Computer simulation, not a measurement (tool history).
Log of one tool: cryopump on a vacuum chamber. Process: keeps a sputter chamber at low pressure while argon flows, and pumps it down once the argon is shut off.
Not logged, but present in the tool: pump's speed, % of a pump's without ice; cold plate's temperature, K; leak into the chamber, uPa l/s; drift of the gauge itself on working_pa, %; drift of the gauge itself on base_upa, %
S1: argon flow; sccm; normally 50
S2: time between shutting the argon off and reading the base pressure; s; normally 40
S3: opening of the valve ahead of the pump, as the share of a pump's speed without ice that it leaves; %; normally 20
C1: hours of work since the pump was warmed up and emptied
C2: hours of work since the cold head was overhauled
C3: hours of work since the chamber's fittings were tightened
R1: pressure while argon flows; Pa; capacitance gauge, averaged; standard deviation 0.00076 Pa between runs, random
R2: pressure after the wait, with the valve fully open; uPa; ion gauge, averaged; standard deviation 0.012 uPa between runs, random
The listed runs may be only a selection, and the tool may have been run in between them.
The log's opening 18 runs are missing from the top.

run    hour  S1   S2  S3   C1    C2   C3      R1    R2
      592.8  -- leaking fittings of the chamber tightened, without venting
 19   608.9  50  240  20  116  1561   10  0.1761  0.29
 20   637.5  50   31  20  134  1579   29  0.1779  1.22
 21   662.7  50   31  20  150  1595   45  0.1769  1.24
 22   693.8  45  205  21  170  1615   65  0.1533  0.33
 23   733.5  49   92  20  196  1641   90   0.175  0.54
 24   752.5  93   76  37  208  1653  102  0.1829  0.61
 25   772.9  52   25  37  221  1666  115  0.1027  1.52
 26   802.1  34  291  18  240  1685  134  0.1345  0.29
 27   847.7  34  291  18  269  1714  163   0.135   0.3
 28   891.1  44   43  17  297  1742  191  0.1864  0.97
 29   910.6  44   43  17  309  1754  204   0.188  0.98
 30   937.7  44   43  17  327  1772  221  0.1843  0.97
 31   962.7  32  167  16  343  1788  237  0.1444  0.37
 32   988.6  66  181  36  359  1804  254   0.137  0.38
 33  1021.4  50   20  18  380  1825  275  0.2038  1.87

4 options for the next run, each taken on its own from the tool as it stands now. Forecast them:
  A  1062.5  79  22  37  407  1852  301   ?   ?
  B  1062.5  50  51  58  407  1852  301   ?   ?
  C  1062.5  46  43  20  407  1852  301   ?   ?
  D  1062.5  69  95  21  407  1852  301   ?   ?

run      R1    R2
  A  0.1642  1.75
  B  0.0692  0.88
  C  0.1706  0.98
  D  0.2412  0.56
Take away the tool's hidden state, keep each run's random variation, and the runs would have read:
run      R1    R2
  A  0.1491  1.65
  B  0.0597  0.78
  C  0.1617  0.89
  D   0.228  0.47
